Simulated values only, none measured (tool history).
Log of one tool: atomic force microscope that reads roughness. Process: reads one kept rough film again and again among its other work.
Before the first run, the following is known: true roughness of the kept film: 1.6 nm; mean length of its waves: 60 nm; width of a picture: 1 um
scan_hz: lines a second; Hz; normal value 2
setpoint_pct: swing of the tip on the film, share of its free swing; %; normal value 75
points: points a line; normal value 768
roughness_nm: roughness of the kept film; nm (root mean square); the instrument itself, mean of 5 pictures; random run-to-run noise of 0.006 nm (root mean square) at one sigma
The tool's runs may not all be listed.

run   hour  scan_hz  setpoint_pct  points  roughness_nm
  1      0        2            75     768         1.432
  2   14.5        2            75     768          1.42
  3   27.8        2            75     768         1.419
      35.3  -- new tip fitted
  4   47.9        2            75     768         1.447
  5   57.5     2.65            75     768         1.411
  6     69     2.65            75     768         1.403
  7   88.4        2            60     768         1.499
  8  104.5        2            60     768         1.497
     111.2  -- new tip fitted
  9  121.9        2            60     768         1.526
 10  134.9        2            75     628          1.44
 11  156.3     2.44            86     628         1.314
 12  170.4     3.59            56     564         1.469
 13  181.1     3.59            64     564         1.424
     187.7  -- new tip fitted
 14    201        2            68    1000         1.483
 15  222.5        2            68    1000         1.474

For each run, the measured value with the value that run would have given without the tool's hidden condition subtracted. The run-to-run variation is shared by both, the gauge scatter possibly not:
Hidden conditions of the tool in this case: radius of the tip, nm; height scale over the true one, %; drift of the gauge itself on roughness_nm, %.
run  roughness_nm
  1        -0.025
  2         -0.03
  3        -0.036
  4        -0.011
  5        -0.015
  6        -0.019
  7        -0.029
  8        -0.038
  9        -0.011
 10        -0.016
 11        -0.022
 12        -0.031
 13        -0.035
 14        -0.013
 15        -0.023

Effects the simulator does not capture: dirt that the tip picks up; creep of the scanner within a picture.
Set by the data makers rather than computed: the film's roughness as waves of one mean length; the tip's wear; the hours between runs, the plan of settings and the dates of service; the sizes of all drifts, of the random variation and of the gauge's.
